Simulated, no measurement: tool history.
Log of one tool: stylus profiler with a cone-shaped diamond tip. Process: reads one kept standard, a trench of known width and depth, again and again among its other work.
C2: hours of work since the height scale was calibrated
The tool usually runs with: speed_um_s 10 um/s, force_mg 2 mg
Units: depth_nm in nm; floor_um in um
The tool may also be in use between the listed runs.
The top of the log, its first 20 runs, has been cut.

run 21 hour=1084.6 | speed_um_s=3 force_mg=0.79 | scans_with_this_tip=22611 C2=1668 | depth_nm=1008.06 floor_um=23.94
run 22 hour=1132.2 | speed_um_s=18 force_mg=1.52 | scans_with_this_tip=22951 C2=1693 | depth_nm=1012.88 floor_um=23.93
run 23 hour=1198.8 | speed_um_s=6 force_mg=1.47 | scans_with_this_tip=23427 C2=1729 | depth_nm=1012.22 floor_um=23.93
run 24 hour=1231.1 | speed_um_s=4 force_mg=0.72 | scans_with_this_tip=23657 C2=1746 | depth_nm=1007.85 floor_um=23.99
run 25 hour=1282.3 | speed_um_s=4 force_mg=0.72 | scans_with_this_tip=24023 C2=1773 | depth_nm=1007.42 floor_um=23.94
run 26 hour=1332.9 | speed_um_s=9 force_mg=1 | scans_with_this_tip=24385 C2=1799 | depth_nm=1009.68 floor_um=23.88
run 27 hour=1387 | speed_um_s=4 force_mg=1.33 | scans_with_this_tip=24771 C2=1828 | depth_nm=1011.45 floor_um=23.97
run 28 hour=1459.8 | speed_um_s=4 force_mg=1.33 | scans_with_this_tip=25290 C2=1866 | depth_nm=1011.68 floor_um=23.93
run 29 hour=1513.2 | speed_um_s=4 force_mg=1.33 | scans_with_this_tip=25672 C2=1894 | depth_nm=1011.64 floor_um=24
run 30 hour=1547.1 | speed_um_s=2 force_mg=3.22 | scans_with_this_tip=25914 C2=1912 | depth_nm=1020.76 floor_um=23.97
run 31 hour=1600.7 | speed_um_s=7 force_mg=5.51 | scans_with_this_tip=26297 C2=1940 | depth_nm=1029.65 floor_um=23.99
run 32 hour=1656.2 | speed_um_s=24 force_mg=2.27 | scans_with_this_tip=26693 C2=1970 | depth_nm=1016.95 floor_um=23.94
run 33 hour=1717.1 | speed_um_s=17 force_mg=3.37 | scans_with_this_tip=27128 C2=2002 | depth_nm=1021.45 floor_um=23.92
run 34 hour=1794.6 | speed_um_s=3 force_mg=5.97 | scans_with_this_tip=27681 C2=2042 | depth_nm=1031.95 floor_um=23.95

Each row is a separate what-if for the run after 34, all from the same tool condition, not one after another. Results?
run A hour=1835.1 | speed_um_s=9 force_mg=1.74 | scans_with_this_tip=27970 C2=2064 | depth_nm=? floor_um=?
run B hour=1835.1 | speed_um_s=14 force_mg=5.42 | scans_with_this_tip=27970 C2=2064 | depth_nm=? floor_um=?
run C hour=1835.1 | speed_um_s=22 force_mg=1.01 | scans_with_this_tip=27970 C2=2064 | depth_nm=? floor_um=?
run D hour=1835.1 | speed_um_s=3 force_mg=2.7 | scans_with_this_tip=27970 C2=2064 | depth_nm=? floor_um=?
run E hour=1835.1 | speed_um_s=10 force_mg=0.92 | scans_with_this_tip=27970 C2=2064 | depth_nm=? floor_um=?

run=A depth_nm=1013.92 floor_um=23.95
run=B depth_nm=1029.79 floor_um=23.94
run=C depth_nm=1009.71 floor_um=23.86
run=D depth_nm=1018.72 floor_um=23.98
run=E depth_nm=1008.93 floor_um=23.96
Take away the tool's hidden state, keep each run's random variation, and the runs would have read:
run=A depth_nm=1013.9 floor_um=23.98
run=B depth_nm=1029.77 floor_um=23.96
run=C depth_nm=1009.69 floor_um=23.89
run=D depth_nm=1018.69 floor_um=24
run=E depth_nm=1008.9 floor_um=23.98

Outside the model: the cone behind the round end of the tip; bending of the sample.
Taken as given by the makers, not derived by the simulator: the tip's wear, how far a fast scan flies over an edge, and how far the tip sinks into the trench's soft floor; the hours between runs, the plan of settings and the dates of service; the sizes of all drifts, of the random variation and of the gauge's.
